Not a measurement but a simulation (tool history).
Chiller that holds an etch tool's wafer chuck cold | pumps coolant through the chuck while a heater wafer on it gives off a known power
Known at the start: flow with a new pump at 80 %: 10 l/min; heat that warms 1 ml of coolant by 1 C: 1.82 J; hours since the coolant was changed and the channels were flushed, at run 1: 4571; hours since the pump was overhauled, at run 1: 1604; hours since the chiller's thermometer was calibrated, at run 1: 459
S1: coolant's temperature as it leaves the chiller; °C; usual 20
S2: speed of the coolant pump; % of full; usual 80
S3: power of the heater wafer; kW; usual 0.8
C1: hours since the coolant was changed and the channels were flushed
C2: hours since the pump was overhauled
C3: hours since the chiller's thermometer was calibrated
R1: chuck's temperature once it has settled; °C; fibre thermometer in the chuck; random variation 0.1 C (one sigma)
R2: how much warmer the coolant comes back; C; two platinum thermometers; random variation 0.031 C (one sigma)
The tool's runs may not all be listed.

run	hour	S1	S2	S3	C1	C2	C3	R1	R2
1	0	20	80	0.8	4571	1604	459	26.5	2.68
2	24.8	20	80	0.8	4596	1629	484	26.2	2.57
3	51.2	20	80	0.8	4623	1656	510	26.3	2.57
4	83.9	20	80	0.828	4655	1688	543	26.5	2.67
5	123.7	20	80	0.8	4695	1728	583	26.2	2.53
6	145.9	20	80	0.8	4717	1750	605	26.5	2.57
7	174.5	20	80	0.8	4746	1779	634	26.3	2.55
8	198.8	20	80	0.8	4770	1803	658	26.4	2.52
9	238.9	20	80	0.8	4810	1843	698	26.5	2.52
10	262.7	20	80	0.8	4834	1867	722	26.5	2.5
11	280.9	20	80	0.8	4852	1885	740	26.3	2.49
12	306.6	20	80	0.8	4878	1911	766	26.5	2.44
13	339.7	17	80	0.8	4911	1944	799	23.3	2.43
14	364.5	20	80	0.8	4936	1969	824	26.5	2.48
15	384.3	20	80	0.8	4956	1989	843	26.4	2.45
16	420.9	20	80	0.8	4992	2025	880	26.3	2.4
17	447.9	20	80	0.8	5019	2052	907	26.3	2.35
18	480.5	20	80	0.8	5052	2085	940	26.2	2.33
19	500	29	80	0.8	5071	2104	959	35.4	2.27
20	519.9	29	80	0.8	5091	2124	979	35.6	2.35
21	544	29	80	0.8	5115	2148	1003	35.3	2.28
22	567.8	21	66	0.743	5139	2172	1027	28	2.73
23	599.5	12	86	0.482	5171	2204	1059	15.6	1.16
24	616.5	12	86	0.482	5188	2221	1076	15.6	1.07
25	653.8	20	100	0.524	5225	2258	1113	23.4	1
# hour 675.5: gauge calibrated
26	683.9	20	80	0.929	5255	2288	1143	27.6	3.05
27	702.6	12	91	0.954	5274	2307	1162	18.6	2.71
28	734.4	12	91	0.954	5306	2339	1194	18.8	2.72
29	761.3	12	91	0.954	5333	2366	1220	18.7	2.73
30	783.6	12	91	0.954	5355	2388	1243	18.6	2.69
31	819	12	91	0.954	5390	2423	1278	18.7	2.67

Hidden state at the last listed run before each entry between runs and at the first one after, where it differs:
Between runs 25 and 26: gauge calibrated (hour 675.5)
  drift of the gauge itself on warmer_back_c, C: -0.38 -> 0
  measured less the result without the state, R2: -0.39 -> +0 C
